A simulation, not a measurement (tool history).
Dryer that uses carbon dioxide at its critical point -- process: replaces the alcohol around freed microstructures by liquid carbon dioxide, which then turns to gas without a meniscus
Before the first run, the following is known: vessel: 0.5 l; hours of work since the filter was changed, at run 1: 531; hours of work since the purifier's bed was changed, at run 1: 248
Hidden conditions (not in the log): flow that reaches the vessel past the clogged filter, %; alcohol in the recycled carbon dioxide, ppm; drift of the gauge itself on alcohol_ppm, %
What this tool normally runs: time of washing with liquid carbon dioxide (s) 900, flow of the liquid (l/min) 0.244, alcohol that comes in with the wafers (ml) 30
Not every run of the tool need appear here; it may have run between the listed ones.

run   hour  time of washing with liquid carbon dioxide (s)  flow of the liquid (l/min)  alcohol that comes in with the wafers (ml)  hours of work since the filter was changed  hours of work since the purifier's bed was changed  alcohol left in the vessel before it's heated (ppm by volume)
  1    0.0                                             900                       0.244                                          30                                         531                                                 248                                                            460
      17.3  -- inlet filter changed
  2   22.9                                             900                       0.244                                          30                                           3                                                 258                                                            318
  3   35.9                                             720                       0.244                                          30                                           9                                                 264                                                            822
  4   54.0                                             900                       0.244                                          30                                          17                                                 273                                                            315
  5   71.5                                             900                       0.244                                          30                                          25                                                 281                                                            313
  6   95.0                                             900                       0.244                                          30                                          36                                                 291                                                            325
  7  118.8                                             900                       0.244                                          24                                          46                                                 302                                                            278
  8  129.3                                            1380                       0.244                                          74                                          51                                                 307                                                            101
  9  146.4                                             660                       0.168                                          30                                          59                                                 315                                                           4029
 10  165.9                                             660                       0.373                                          30                                          68                                                 324                                                            201
 11  189.6                                             660                       0.373                                          30                                          79                                                 335                                                            199
 12  209.3                                             840                       0.179                                          40                                          88                                                 344                                                           2133
 13  224.0                                             900                       0.326                                          42                                          95                                                 351                                                            128
 14  240.3                                             960                       0.312                                          96                                         102                                                 358                                                            184

Here are 4 independent what-if runs from the current tool condition. What would each one return?
  A  260.0                                             900                       0.314                                          30                                         111                                                 367                                                              ?
  B  260.0                                             840                       0.244                                          30                                         111                                                 367                                                              ?
  C  260.0                                             900                       0.230                                          25                                         111                                                 367                                                              ?
  D  260.0                                             960                       0.312                                          43                                         111                                                 367                                                              ?

run  alcohol left in the vessel before it's heated (ppm by volume)
  A                                                            129
  B                                                            484
  C                                                            387
  D                                                            123
Had the tool no hidden state, the same runs would have come out as:
run  alcohol left in the vessel before it's heated (ppm by volume)
  A                                                             55
  B                                                            369
  C                                                            283
  D                                                             49

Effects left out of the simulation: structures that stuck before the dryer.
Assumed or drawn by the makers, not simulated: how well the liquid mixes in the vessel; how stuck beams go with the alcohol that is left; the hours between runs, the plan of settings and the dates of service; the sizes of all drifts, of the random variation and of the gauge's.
